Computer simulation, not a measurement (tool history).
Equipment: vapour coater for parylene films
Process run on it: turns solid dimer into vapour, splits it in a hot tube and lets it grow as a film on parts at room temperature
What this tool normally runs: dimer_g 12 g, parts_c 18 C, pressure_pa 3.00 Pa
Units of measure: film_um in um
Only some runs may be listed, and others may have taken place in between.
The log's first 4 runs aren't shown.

run,hour,dimer_g,parts_c,pressure_pa,film_um
5,124.7,12,18,3.00,2.25
6,147.4,12,18,3.00,2.27
7,171.6,12,18,3.00,2.19
8,195.8,12,18,3.00,2.22
9,227.6,12,18,3.00,2.20
10,266.5,12,18,3.00,2.17
11,292.3,12,18,3.00,2.12
12,334.4,12,18,3.00,2.11
13,360.0,12,18,3.00,2.08
14,388.7,12,20,3.00,2.01
15,424.6,12,20,3.00,2.03
16,445.8,12,13,3.00,2.27
# hour 457.1: trap's valve overhauled
17,474.1,12,13,3.00,2.50
18,496.6,5,27,7.67,0.68
19,517.9,10,18,7.67,1.67
20,554.7,12,15,3.00,2.36
21,583.2,12,15,3.00,2.35
22,605.9,12,12,3.63,2.40
23,639.1,14,18,3.15,2.51
24,675.4,13,22,3.00,2.17
25,695.7,8,15,11.66,1.28
26,738.3,11,18,11.66,1.63
27,774.5,12,18,3.44,1.99
28,806.6,5,15,3.00,0.90
# hour 840.1: trap's valve overhauled
29,849.8,9,12,2.42,1.96

Predict the results of run 30:
30,892.5,7,19,5.56,?

{"run 30": {"film_um": 1.15}}
Had the tool carried no hidden state, the very same run would have given film_um 1.18 um.

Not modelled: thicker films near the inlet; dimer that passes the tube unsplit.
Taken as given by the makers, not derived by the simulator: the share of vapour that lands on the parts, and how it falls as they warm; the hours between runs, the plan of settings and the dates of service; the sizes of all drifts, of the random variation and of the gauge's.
